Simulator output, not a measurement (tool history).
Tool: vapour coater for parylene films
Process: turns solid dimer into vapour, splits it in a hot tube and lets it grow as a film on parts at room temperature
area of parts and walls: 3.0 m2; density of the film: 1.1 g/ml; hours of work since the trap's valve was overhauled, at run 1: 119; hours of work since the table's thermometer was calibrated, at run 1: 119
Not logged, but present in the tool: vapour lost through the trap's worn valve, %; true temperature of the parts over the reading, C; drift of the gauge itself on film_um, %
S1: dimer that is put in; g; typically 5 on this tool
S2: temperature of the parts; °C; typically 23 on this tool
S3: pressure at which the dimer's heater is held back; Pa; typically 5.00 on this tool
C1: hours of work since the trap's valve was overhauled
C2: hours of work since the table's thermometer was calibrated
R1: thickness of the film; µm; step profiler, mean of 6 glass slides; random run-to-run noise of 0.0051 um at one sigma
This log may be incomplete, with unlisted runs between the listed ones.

{"run": 1, "hour": 0.0, "S1": 5, "S2": 23, "S3": 5.0, "C1": 119, "C2": 119, "R1": 0.696}
{"run": 2, "hour": 33.3, "S1": 5, "S2": 23, "S3": 5.0, "C1": 132, "C2": 132, "R1": 0.7}
{"run": 3, "hour": 51.1, "S1": 5, "S2": 23, "S3": 5.0, "C1": 139, "C2": 139, "R1": 0.69}
{"run": 4, "hour": 78.7, "S1": 5, "S2": 23, "S3": 5.0, "C1": 151, "C2": 151, "R1": 0.697}
{"run": 5, "hour": 115.3, "S1": 5, "S2": 23, "S3": 5.0, "C1": 165, "C2": 165, "R1": 0.693}
{"run": 6, "hour": 145.1, "S1": 5, "S2": 28, "S3": 5.0, "C1": 177, "C2": 177, "R1": 0.591}
{"run": 7, "hour": 181.8, "S1": 5, "S2": 23, "S3": 10.07, "C1": 192, "C2": 192, "R1": 0.656}
{"run": 8, "hour": 213.1, "S1": 5, "S2": 23, "S3": 5.0, "C1": 205, "C2": 205, "R1": 0.688}
{"run": 9, "hour": 238.9, "S1": 5, "S2": 23, "S3": 5.0, "C1": 215, "C2": 215, "R1": 0.681}
{"run": 10, "hour": 280.9, "S1": 5, "S2": 23, "S3": 5.0, "C1": 232, "C2": 232, "R1": 0.684}
{"run": 11, "hour": 322.1, "S1": 5, "S2": 23, "S3": 5.0, "C1": 249, "C2": 249, "R1": 0.671}
{"run": 12, "hour": 355.5, "S1": 5, "S2": 23, "S3": 5.0, "C1": 262, "C2": 262, "R1": 0.675}
{"run": 13, "hour": 392.8, "S1": 5, "S2": 23, "S3": 5.0, "C1": 277, "C2": 277, "R1": 0.671}
{"run": 14, "hour": 418.0, "S1": 5, "S2": 23, "S3": 5.0, "C1": 287, "C2": 287, "R1": 0.672}
{"run": 15, "hour": 457.0, "S1": 5, "S2": 17, "S3": 5.0, "C1": 303, "C2": 303, "R1": 0.807}
{"run": 16, "hour": 485.6, "S1": 5, "S2": 17, "S3": 5.0, "C1": 315, "C2": 315, "R1": 0.8}
{"run": 17, "hour": 513.9, "S1": 5, "S2": 23, "S3": 2.83, "C1": 326, "C2": 326, "R1": 0.704}
{"hour": 519.9, "done": "trap's valve overhauled"}
{"run": 18, "hour": 542.8, "S1": 3, "S2": 23, "S3": 3.22, "C1": 9, "C2": 336, "R1": 0.411}
{"run": 19, "hour": 583.3, "S1": 3, "S2": 23, "S3": 3.22, "C1": 26, "C2": 352, "R1": 0.412}
{"run": 20, "hour": 603.7, "S1": 5, "S2": 21, "S3": 5.0, "C1": 34, "C2": 361, "R1": 0.696}
{"run": 21, "hour": 637.5, "S1": 5, "S2": 18, "S3": 7.52, "C1": 47, "C2": 374, "R1": 0.737}
{"hour": 668.9, "done": "trap's valve overhauled, once more"}
{"run": 22, "hour": 671.1, "S1": 7, "S2": 23, "S3": 4.53, "C1": 1, "C2": 386, "R1": 0.988}
{"run": 23, "hour": 695.0, "S1": 6, "S2": 30, "S3": 4.47, "C1": 10, "C2": 396, "R1": 0.694}
{"run": 24, "hour": 723.1, "S1": 6, "S2": 30, "S3": 4.47, "C1": 22, "C2": 407, "R1": 0.68}
{"run": 25, "hour": 751.0, "S1": 2, "S2": 30, "S3": 9.23, "C1": 33, "C2": 418, "R1": 0.214}

5 ways to go on from here, each from the tool as it stands after run 25. What would each give?
{"run": "A", "hour": 793.6, "S1": 4, "S2": 23, "S3": 9.23, "C1": 50, "C2": 436, "R1": "?"}
{"run": "B", "hour": 793.6, "S1": 2, "S2": 30, "S3": 3.78, "C1": 50, "C2": 436, "R1": "?"}
{"run": "C", "hour": 793.6, "S1": 6, "S2": 30, "S3": 5.08, "C1": 50, "C2": 436, "R1": "?"}
{"run": "D", "hour": 793.6, "S1": 6, "S2": 24, "S3": 9.98, "C1": 50, "C2": 436, "R1": "?"}
{"run": "E", "hour": 793.6, "S1": 5, "S2": 32, "S3": 4.95, "C1": 50, "C2": 436, "R1": "?"}

run=A R1=0.532
run=B R1=0.225
run=C R1=0.676
run=D R1=0.775
run=E R1=0.537
What these runs would have given with no unlogged condition in the tool:
run=A R1=0.543
run=B R1=0.230
run=C R1=0.690
run=D R1=0.791
run=E R1=0.548
